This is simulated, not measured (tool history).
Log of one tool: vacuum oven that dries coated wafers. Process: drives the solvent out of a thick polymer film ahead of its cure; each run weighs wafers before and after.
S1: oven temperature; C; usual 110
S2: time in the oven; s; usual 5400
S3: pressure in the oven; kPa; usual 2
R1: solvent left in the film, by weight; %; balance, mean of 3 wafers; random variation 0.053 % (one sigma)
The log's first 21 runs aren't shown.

run    hour   S1    S2    S3    R1
 22     982  110  5400     2  2.09
     1028.1  -- oven's thermocouples calibrated, once more
 23  1029.9  110  5400     2   1.8
 24  1075.8  121  4260  1.42  1.03
 25  1128.5  108  5400  1.26  1.67
 26  1186.7  108  5400  1.26  1.63
 27  1215.7  110  5400  2.57  2.15
 28  1285.6  113  6480     2  1.31
 29  1320.2  113  6480     2  1.29
 30  1355.1  114  8160  4.41  2.19
 31  1419.8  120  6960  1.81  0.89
 32  1466.7  110  5400  5.46  3.54
 33    1530  110  5400  5.46  3.47
 34  1595.8  114  3060     2  3.05
 35  1655.3  110  7380  1.86  1.31
 36    1693  115  6420  1.67  1.15
 37  1755.1  120  4860     2  1.13
 38    1801   97  5400     2  4.12
 39  1866.5   97  5400     2  4.24
 40  1931.3  119  5400  2.18  1.29
 41  1978.6  119  5400  2.18   1.2
 42  2021.2  110  4680     2  2.37
 43  2092.5  110  3660     2   3.1
 44  2144.9  110  3660     2  3.11
 45  2213.3  110  7560  1.72  1.32
 46  2249.1  110  5700  1.72  1.81

Forecast each of these 4 alternatives for the next run:
  A  2307.2  110  6120     2   ?
  B  2307.2  111  5700  1.47   ?
  C  2307.2  109  7140  6.25   ?
  D  2307.2  118  3060  2.57   ?

run    R1
  A  1.86
  B  1.68
  C  3.89
  D  2.67
Without the tool's hidden state the same runs would have given:
run    R1
  A   1.5
  B  1.33
  C  3.47
  D  2.34
